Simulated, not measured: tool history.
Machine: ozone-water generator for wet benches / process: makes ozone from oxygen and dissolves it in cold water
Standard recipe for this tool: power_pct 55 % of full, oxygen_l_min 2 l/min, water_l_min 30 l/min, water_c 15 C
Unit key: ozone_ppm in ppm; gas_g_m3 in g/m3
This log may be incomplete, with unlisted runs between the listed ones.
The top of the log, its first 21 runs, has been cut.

run 22 hour=1119.9 | power_pct=89 oxygen_l_min=1.35 water_l_min=44 water_c=7 | ozone_ppm=5.4 gas_g_m3=268.8
run 23 hour=1187.1 | power_pct=97 oxygen_l_min=1.21 water_l_min=45 water_c=14 | ozone_ppm=5.3 gas_g_m3=296.7
run 24 hour=1240.1 | power_pct=97 oxygen_l_min=1.21 water_l_min=45 water_c=14 | ozone_ppm=5.3 gas_g_m3=295.4
run 25 hour=1286.5 | power_pct=97 oxygen_l_min=1.21 water_l_min=45 water_c=14 | ozone_ppm=5.1 gas_g_m3=292.7
run 26 hour=1340.7 | power_pct=52 oxygen_l_min=1.21 water_l_min=45 water_c=8 | ozone_ppm=3.5 gas_g_m3=202.5
run 27 hour=1384.7 | power_pct=52 oxygen_l_min=1.21 water_l_min=45 water_c=8 | ozone_ppm=3.5 gas_g_m3=201.2
run 28 hour=1435.3 | power_pct=92 oxygen_l_min=2 water_l_min=27 water_c=15 | ozone_ppm=10.6 gas_g_m3=228.1
run 29 hour=1482.9 | power_pct=54 oxygen_l_min=2 water_l_min=20 water_c=15 | ozone_ppm=10.5 gas_g_m3=164.5
run 30 hour=1538 | power_pct=54 oxygen_l_min=2 water_l_min=20 water_c=15 | ozone_ppm=10.4 gas_g_m3=163.7
run 31 hour=1569.5 | power_pct=50 oxygen_l_min=2 water_l_min=23 water_c=9 | ozone_ppm=9 gas_g_m3=156.7
run 32 hour=1638.5 | power_pct=50 oxygen_l_min=2 water_l_min=23 water_c=15 | ozone_ppm=8.7 gas_g_m3=156.4

Each row is a separate what-if for the run after 32, all from the same tool condition, not one after another. Results?
run A hour=1698 | power_pct=55 oxygen_l_min=2 water_l_min=41 water_c=19 | ozone_ppm=? gas_g_m3=?
run B hour=1698 | power_pct=55 oxygen_l_min=1.87 water_l_min=30 water_c=15 | ozone_ppm=? gas_g_m3=?
run C hour=1698 | power_pct=49 oxygen_l_min=2 water_l_min=33 water_c=15 | ozone_ppm=? gas_g_m3=?
run D hour=1698 | power_pct=91 oxygen_l_min=1.23 water_l_min=23 water_c=8 | ozone_ppm=? gas_g_m3=?

run=A ozone_ppm=5 gas_g_m3=167.7
run=B ozone_ppm=7 gas_g_m3=171.6
run=C ozone_ppm=6 gas_g_m3=155.1
run=D ozone_ppm=10.5 gas_g_m3=281.3
Take away the tool's hidden state, keep each run's random variation, and the runs would have read:
run=A ozone_ppm=5.5 gas_g_m3=172.6
run=B ozone_ppm=7.6 gas_g_m3=176.7
run=C ozone_ppm=6.5 gas_g_m3=159.3
run=D ozone_ppm=11.5 gas_g_m3=292.8
